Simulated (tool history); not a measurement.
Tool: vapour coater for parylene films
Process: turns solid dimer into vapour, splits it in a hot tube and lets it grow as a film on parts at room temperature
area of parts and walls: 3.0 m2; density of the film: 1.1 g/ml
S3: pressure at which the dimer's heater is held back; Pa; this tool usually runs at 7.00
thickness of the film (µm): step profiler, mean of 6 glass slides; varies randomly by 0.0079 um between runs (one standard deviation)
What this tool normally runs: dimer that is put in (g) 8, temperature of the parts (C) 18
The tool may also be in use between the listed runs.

run 1 day=0.000 | dimer_that_is_put_in_(g)=8 temperature_of_the_parts_(C)=18 S3=7.00 | thickness_of_the_film_(µm)=1.523
run 2 day=0.946 | dimer_that_is_put_in_(g)=8 temperature_of_the_parts_(C)=18 S3=7.00 | thickness_of_the_film_(µm)=1.532
run 3 day=2.017 | dimer_that_is_put_in_(g)=8 temperature_of_the_parts_(C)=18 S3=8.55 | thickness_of_the_film_(µm)=1.478
run 4 day=2.888 | dimer_that_is_put_in_(g)=8 temperature_of_the_parts_(C)=18 S3=8.55 | thickness_of_the_film_(µm)=1.455
run 5 day=3.983 | dimer_that_is_put_in_(g)=8 temperature_of_the_parts_(C)=11 S3=7.00 | thickness_of_the_film_(µm)=1.865
run 6 day=4.679 | dimer_that_is_put_in_(g)=8 temperature_of_the_parts_(C)=11 S3=7.00 | thickness_of_the_film_(µm)=1.866
run 7 day=5.433 | dimer_that_is_put_in_(g)=8 temperature_of_the_parts_(C)=11 S3=7.00 | thickness_of_the_film_(µm)=1.856
-- day=5.788 trap's valve overhauled
run 8 day=6.746 | dimer_that_is_put_in_(g)=8 temperature_of_the_parts_(C)=12 S3=7.00 | thickness_of_the_film_(µm)=1.903
run 9 day=7.471 | dimer_that_is_put_in_(g)=8 temperature_of_the_parts_(C)=12 S3=7.00 | thickness_of_the_film_(µm)=1.913
run 10 day=8.358 | dimer_that_is_put_in_(g)=8 temperature_of_the_parts_(C)=12 S3=7.00 | thickness_of_the_film_(µm)=1.917
run 11 day=9.704 | dimer_that_is_put_in_(g)=8 temperature_of_the_parts_(C)=12 S3=7.00 | thickness_of_the_film_(µm)=1.931
run 12 day=10.617 | dimer_that_is_put_in_(g)=8 temperature_of_the_parts_(C)=18 S3=6.94 | thickness_of_the_film_(µm)=1.608
run 13 day=11.279 | dimer_that_is_put_in_(g)=3 temperature_of_the_parts_(C)=14 S3=6.94 | thickness_of_the_film_(µm)=0.685
run 14 day=12.250 | dimer_that_is_put_in_(g)=3 temperature_of_the_parts_(C)=14 S3=6.94 | thickness_of_the_film_(µm)=0.693
run 15 day=13.642 | dimer_that_is_put_in_(g)=5 temperature_of_the_parts_(C)=12 S3=2.46 | thickness_of_the_film_(µm)=1.432
run 16 day=14.767 | dimer_that_is_put_in_(g)=9 temperature_of_the_parts_(C)=24 S3=2.46 | thickness_of_the_film_(µm)=1.827
run 17 day=15.842 | dimer_that_is_put_in_(g)=9 temperature_of_the_parts_(C)=24 S3=2.46 | thickness_of_the_film_(µm)=1.821
run 18 day=17.275 | dimer_that_is_put_in_(g)=9 temperature_of_the_parts_(C)=24 S3=2.46 | thickness_of_the_film_(µm)=1.822
run 19 day=18.562 | dimer_that_is_put_in_(g)=9 temperature_of_the_parts_(C)=15 S3=9.59 | thickness_of_the_film_(µm)=1.885
run 20 day=19.908 | dimer_that_is_put_in_(g)=4 temperature_of_the_parts_(C)=18 S3=4.07 | thickness_of_the_film_(µm)=0.878

3 options for the next run, each taken on its own from the tool as it stands now. Forecast them:
run A day=21.283 | dimer_that_is_put_in_(g)=10 temperature_of_the_parts_(C)=17 S3=7.00 | thickness_of_the_film_(µm)=?
run B day=21.283 | dimer_that_is_put_in_(g)=11 temperature_of_the_parts_(C)=12 S3=4.74 | thickness_of_the_film_(µm)=?
run C day=21.283 | dimer_that_is_put_in_(g)=8 temperature_of_the_parts_(C)=18 S3=3.36 | thickness_of_the_film_(µm)=?

run=A thickness_of_the_film_(µm)=2.061
run=B thickness_of_the_film_(µm)=2.787
run=C thickness_of_the_film_(µm)=1.827
What these runs would have given with no unlogged condition in the tool:
run=A thickness_of_the_film_(µm)=2.079
run=B thickness_of_the_film_(µm)=2.811
run=C thickness_of_the_film_(µm)=1.843
